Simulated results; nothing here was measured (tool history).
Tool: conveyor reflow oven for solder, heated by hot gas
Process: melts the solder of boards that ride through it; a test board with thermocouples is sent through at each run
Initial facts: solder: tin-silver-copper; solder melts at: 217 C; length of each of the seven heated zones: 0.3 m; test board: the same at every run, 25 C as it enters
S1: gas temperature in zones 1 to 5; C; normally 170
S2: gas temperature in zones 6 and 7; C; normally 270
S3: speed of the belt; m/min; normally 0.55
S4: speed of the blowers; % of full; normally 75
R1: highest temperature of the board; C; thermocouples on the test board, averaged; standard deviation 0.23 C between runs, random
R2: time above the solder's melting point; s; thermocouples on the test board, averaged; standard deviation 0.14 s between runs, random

run 1 hour=0.0 | S1=170 S2=270 S3=0.55 S4=75 | R1=250.0 R2=46.3
-- hour=32.9 thermocouples of zones 6 and 7 changed
run 2 hour=55.3 | S1=170 S2=270 S3=0.55 S4=75 | R1=252.7 R2=47.8
run 3 hour=80.3 | S1=170 S2=270 S3=0.55 S4=75 | R1=252.8 R2=47.8
run 4 hour=135.2 | S1=170 S2=270 S3=0.55 S4=75 | R1=252.0 R2=47.5
run 5 hour=171.8 | S1=177 S2=270 S3=0.55 S4=75 | R1=253.7 R2=50.8
run 6 hour=222.0 | S1=170 S2=270 S3=0.55 S4=75 | R1=252.3 R2=47.8
run 7 hour=275.3 | S1=170 S2=270 S3=0.55 S4=75 | R1=252.2 R2=47.3
run 8 hour=318.8 | S1=177 S2=270 S3=0.55 S4=75 | R1=253.0 R2=50.6
run 9 hour=351.4 | S1=170 S2=270 S3=0.55 S4=60 | R1=246.6 R2=42.6
run 10 hour=386.2 | S1=170 S2=270 S3=0.55 S4=60 | R1=246.5 R2=42.5
-- hour=402.7 flux residue cleaned out of gas plates and filters
run 11 hour=434.9 | S1=170 S2=270 S3=0.55 S4=60 | R1=247.8 R2=43.6
run 12 hour=486.6 | S1=170 S2=270 S3=0.55 S4=60 | R1=247.5 R2=43.5
run 13 hour=519.5 | S1=170 S2=266 S3=0.55 S4=75 | R1=248.8 R2=46.0
run 14 hour=565.3 | S1=170 S2=266 S3=0.55 S4=75 | R1=249.0 R2=45.9

What will run 15 give?
run 15 hour=602.1 | S1=170 S2=266 S3=0.55 S4=75 | R1=? R2=?

{"run 15": {"R1": 248.8, "R2": 46.0}}
Minus the tool's unlogged condition, the same run would have read R1 249.3 C, R2 45.9 s.
